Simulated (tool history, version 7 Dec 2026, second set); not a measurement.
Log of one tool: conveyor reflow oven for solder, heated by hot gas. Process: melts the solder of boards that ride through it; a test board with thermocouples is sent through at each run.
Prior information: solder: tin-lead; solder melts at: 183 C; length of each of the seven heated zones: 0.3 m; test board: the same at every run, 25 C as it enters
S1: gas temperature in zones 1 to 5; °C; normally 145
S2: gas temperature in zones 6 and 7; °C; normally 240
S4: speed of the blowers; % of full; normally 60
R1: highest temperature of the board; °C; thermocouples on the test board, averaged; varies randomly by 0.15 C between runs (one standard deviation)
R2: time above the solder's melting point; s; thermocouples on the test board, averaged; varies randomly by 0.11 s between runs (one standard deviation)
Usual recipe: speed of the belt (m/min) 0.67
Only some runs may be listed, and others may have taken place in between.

run 1 hour=0 | S1=145 S2=240 speed_of_the_belt_(m/min)=0.67 S4=60 | R1=223.1 R2=45.1
-- hour=24 flux residue cleaned out of gas plates and filters
-- hour=61.2 thermocouples of zones 6 and 7 changed
run 2 hour=75.7 | S1=145 S2=240 speed_of_the_belt_(m/min)=0.67 S4=60 | R1=222.8 R2=45.1
run 3 hour=142.3 | S1=145 S2=240 speed_of_the_belt_(m/min)=0.584 S4=60 | R1=226.8 R2=54.1
run 4 hour=231.6 | S1=145 S2=240 speed_of_the_belt_(m/min)=0.584 S4=60 | R1=226.7 R2=54.1
run 5 hour=317 | S1=145 S2=240 speed_of_the_belt_(m/min)=0.67 S4=60 | R1=222.3 R2=44.7
run 6 hour=382.5 | S1=145 S2=240 speed_of_the_belt_(m/min)=0.67 S4=60 | R1=221.7 R2=44.7
-- hour=451.3 flux residue cleaned out of gas plates and filters
run 7 hour=473.4 | S1=145 S2=240 speed_of_the_belt_(m/min)=0.67 S4=60 | R1=223.6 R2=45.5
-- hour=485.9 belt drive overhauled, speed set with a stopwatch
run 8 hour=568.8 | S1=145 S2=240 speed_of_the_belt_(m/min)=0.67 S4=60 | R1=223.4 R2=45.9
run 9 hour=646.5 | S1=151 S2=240 speed_of_the_belt_(m/min)=0.67 S4=53 | R1=221.8 R2=46.7
run 10 hour=710 | S1=151 S2=240 speed_of_the_belt_(m/min)=0.67 S4=53 | R1=221.5 R2=46.6
-- hour=771 belt drive overhauled, speed set with a stopwatch, once more
run 11 hour=796 | S1=136 S2=240 speed_of_the_belt_(m/min)=0.775 S4=60 | R1=214.4 R2=31.9
-- hour=889 flux residue cleaned out of gas plates and filters
run 12 hour=892.4 | S1=138 S2=252 speed_of_the_belt_(m/min)=0.775 S4=73 | R1=232.5 R2=40.6
run 13 hour=987.8 | S1=138 S2=252 speed_of_the_belt_(m/min)=0.775 S4=73 | R1=232.2 R2=40.6
run 14 hour=1070.6 | S1=138 S2=252 speed_of_the_belt_(m/min)=0.775 S4=73 | R1=231.6 R2=40.5

Forecast each of these 3 alternatives for the next run:
run A hour=1125.6 | S1=149 S2=252 speed_of_the_belt_(m/min)=0.775 S4=73 | R1=? R2=?
run B hour=1125.6 | S1=138 S2=249 speed_of_the_belt_(m/min)=0.775 S4=73 | R1=? R2=?
run C hour=1125.6 | S1=138 S2=252 speed_of_the_belt_(m/min)=0.775 S4=63 | R1=? R2=?

run=A R1=233.8 R2=43.4
run=B R1=229.2 R2=39.6
run=C R1=227.4 R2=38.6
What these runs would have given with no unlogged condition in the tool:
run=A R1=233.2 R2=43
run=B R1=228.7 R2=39.4
run=C R1=226.9 R2=38.4
